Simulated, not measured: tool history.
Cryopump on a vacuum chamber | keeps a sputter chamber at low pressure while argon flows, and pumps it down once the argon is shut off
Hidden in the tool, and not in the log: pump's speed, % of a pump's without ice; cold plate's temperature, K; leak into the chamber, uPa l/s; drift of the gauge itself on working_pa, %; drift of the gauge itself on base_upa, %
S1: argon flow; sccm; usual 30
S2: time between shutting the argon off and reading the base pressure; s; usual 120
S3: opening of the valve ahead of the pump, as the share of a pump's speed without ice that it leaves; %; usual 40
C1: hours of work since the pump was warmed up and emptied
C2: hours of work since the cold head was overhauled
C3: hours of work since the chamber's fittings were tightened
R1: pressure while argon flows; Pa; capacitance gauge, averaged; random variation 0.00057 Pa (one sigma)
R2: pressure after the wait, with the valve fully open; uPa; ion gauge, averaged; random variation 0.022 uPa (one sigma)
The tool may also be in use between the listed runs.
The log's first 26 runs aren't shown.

run 27 hour=1057.6 | S1=30 S2=120 S3=15 | C1=725 C2=1873 C3=673 | R1=0.1840 R2=0.84
run 28 hour=1088.6 | S1=30 S2=120 S3=15 | C1=750 C2=1898 C3=698 | R1=0.1839 R2=0.86
run 29 hour=1124.8 | S1=30 S2=120 S3=15 | C1=780 C2=1927 C3=727 | R1=0.1826 R2=0.86
run 30 hour=1176.9 | S1=15 S2=20 S3=18 | C1=822 C2=1969 C3=769 | R1=0.0775 R2=3.26
run 31 hour=1221.4 | S1=30 S2=120 S3=27 | C1=857 C2=2005 C3=805 | R1=0.1055 R2=0.90
run 32 hour=1250.0 | S1=16 S2=129 S3=37 | C1=880 C2=2028 C3=828 | R1=0.0418 R2=0.90
run 33 hour=1292.4 | S1=16 S2=129 S3=37 | C1=915 C2=2062 C3=862 | R1=0.0427 R2=0.90
run 34 hour=1316.7 | S1=20 S2=190 S3=47 | C1=934 C2=2082 C3=882 | R1=0.0435 R2=0.77

Forecast each of these 3 alternatives for the next run:
run A hour=1372.8 | S1=20 S2=95 S3=35 | C1=979 C2=2127 C3=927 | R1=? R2=?
run B hour=1372.8 | S1=59 S2=72 S3=15 | C1=979 C2=2127 C3=927 | R1=? R2=?
run C hour=1372.8 | S1=31 S2=27 S3=15 | C1=979 C2=2127 C3=927 | R1=? R2=?

run=A R1=0.0564 R2=1.08
run=B R1=0.3679 R2=1.24
run=C R1=0.1907 R2=2.69
Without the tool's hidden state the same runs would have given:
run=A R1=0.0501 R2=0.75
run=B R1=0.3493 R2=0.91
run=C R1=0.1810 R2=2.36
